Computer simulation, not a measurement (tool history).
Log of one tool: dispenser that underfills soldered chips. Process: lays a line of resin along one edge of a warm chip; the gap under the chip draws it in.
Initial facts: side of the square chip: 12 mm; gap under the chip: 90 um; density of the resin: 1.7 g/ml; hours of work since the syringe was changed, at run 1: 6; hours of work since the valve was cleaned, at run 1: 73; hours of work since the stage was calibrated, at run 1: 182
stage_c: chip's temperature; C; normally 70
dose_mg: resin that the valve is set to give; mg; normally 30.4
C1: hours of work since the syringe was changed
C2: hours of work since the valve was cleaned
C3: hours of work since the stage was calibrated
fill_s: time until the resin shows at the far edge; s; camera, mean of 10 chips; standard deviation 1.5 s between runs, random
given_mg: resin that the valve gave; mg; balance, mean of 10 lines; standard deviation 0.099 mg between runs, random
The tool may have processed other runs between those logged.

Run 1, hour 0: usual settings; C1 6; C2 73; C3 182. Result: fill_s 203.6 s, given_mg 29.87 mg.
At hour 7: new syringe of resin.
Run 2, hour 9.1: usual settings but stage_c 61 C; C1 1; C2 79; C3 188. Result: fill_s 229.5 s, given_mg 29.62 mg.
At hour 22.6: new syringe of resin.
Run 3, hour 23.2: usual settings but stage_c 61 C; C1 0; C2 87; C3 197. Result: fill_s 220 s, given_mg 29.57 mg.
Run 4, hour 31.7: usual settings but stage_c 61 C, dose_mg 27.9 mg; C1 6; C2 93; C3 202. Result: fill_s 307.9 s, given_mg 27.1 mg.
At hour 37.8: new syringe of resin.
Run 5, hour 42.4: usual settings but stage_c 61 C, dose_mg 27.9 mg; C1 3; C2 99; C3 208. Result: fill_s 260.9 s, given_mg 26.86 mg.
Run 6, hour 48.7: usual settings but stage_c 61 C, dose_mg 27.9 mg; C1 7; C2 103; C3 212. Result: fill_s 329.4 s, given_mg 26.97 mg.
At hour 53.7: new syringe of resin.
Run 7, hour 59.5: usual settings but stage_c 61 C, dose_mg 27.9 mg; C1 4; C2 110; C3 219. Result: fill_s 270.6 s, given_mg 27.06 mg.
At hour 69.2: new syringe of resin.
Run 8, hour 69.2: usual settings but stage_c 74 C; C1 0; C2 116; C3 225. Result: fill_s 118.2 s, given_mg 29.5 mg.
Run 9, hour 75.7: usual settings but stage_c 74 C; C1 4; C2 120; C3 229. Result: fill_s 151.6 s, given_mg 29.25 mg.
At hour 85: new syringe of resin.
Run 10, hour 90: usual settings but stage_c 61 C, dose_mg 26.4 mg; C1 3; C2 128; C3 238. Result: fill_s 268.6 s, given_mg 25.45 mg.
At hour 96.8: dispensing valve cleaned and set on the balance.
Run 11, hour 97.4: usual settings but stage_c 61 C, dose_mg 26.7 mg; C1 7; C2 0; C3 242. Result: fill_s 331.9 s, given_mg 26.76 mg.
At hour 101.7: new syringe of resin.
Run 12, hour 109: usual settings but dose_mg 35.7 mg; C1 5; C2 7; C3 249. Result: fill_s 178.2 s, given_mg 35.73 mg.
Run 13, hour 115.2: usual settings but stage_c 68 C, dose_mg 29.6 mg; C1 8; C2 11; C3 253. Result: fill_s 252.8 s, given_mg 29.53 mg.
At hour 117.2: new syringe of resin.
Run 14, hour 126.6: usual settings but stage_c 68 C, dose_mg 32.8 mg; C1 6; C2 18; C3 260. Result: fill_s 215.7 s, given_mg 32.87 mg.
At hour 132.4: new syringe of resin.
Run 15, hour 135.6: usual settings but stage_c 59 C, dose_mg 29.2 mg; C1 2; C2 24; C3 265. Result: fill_s 271 s, given_mg 29 mg.
Run 16, hour 144.8: usual settings but stage_c 59 C, dose_mg 29.2 mg; C1 8; C2 29; C3 271. Result: fill_s 381.2 s, given_mg 29.06 mg.

4 options for the next run, each taken on its own from the tool as it stands now. Forecast them:
At hour 147.9: new syringe of resin.
Run A, hour 158.2: usual settings but stage_c 77 C, dose_mg 31.2 mg; C1 6; C2 38; C3 279. Result: fill_s ?, given_mg ?.
At hour 147.9: new syringe of resin.
Run B, hour 158.2: usual settings but stage_c 61 C, dose_mg 36.7 mg; C1 6; C2 38; C3 279. Result: fill_s ?, given_mg ?.
At hour 147.9: new syringe of resin.
Run C, hour 158.2: usual settings but stage_c 83 C, dose_mg 30.5 mg; C1 6; C2 38; C3 279. Result: fill_s ?, given_mg ?.
At hour 147.9: new syringe of resin.
Run D, hour 158.2: usual settings but stage_c 72 C; C1 6; C2 38; C3 279. Result: fill_s ?, given_mg ?.

run  fill_s  given_mg
  A   147.7      30.8
  B   303.1     36.45
  C   116.8     30.18
  D   187.7     30.27
What these runs would have given with no unlogged condition in the tool:
run  fill_s  given_mg
  A   104.5     31.09
  B   215.4     36.81
  C    82.5     30.47
  D   132.9     30.56

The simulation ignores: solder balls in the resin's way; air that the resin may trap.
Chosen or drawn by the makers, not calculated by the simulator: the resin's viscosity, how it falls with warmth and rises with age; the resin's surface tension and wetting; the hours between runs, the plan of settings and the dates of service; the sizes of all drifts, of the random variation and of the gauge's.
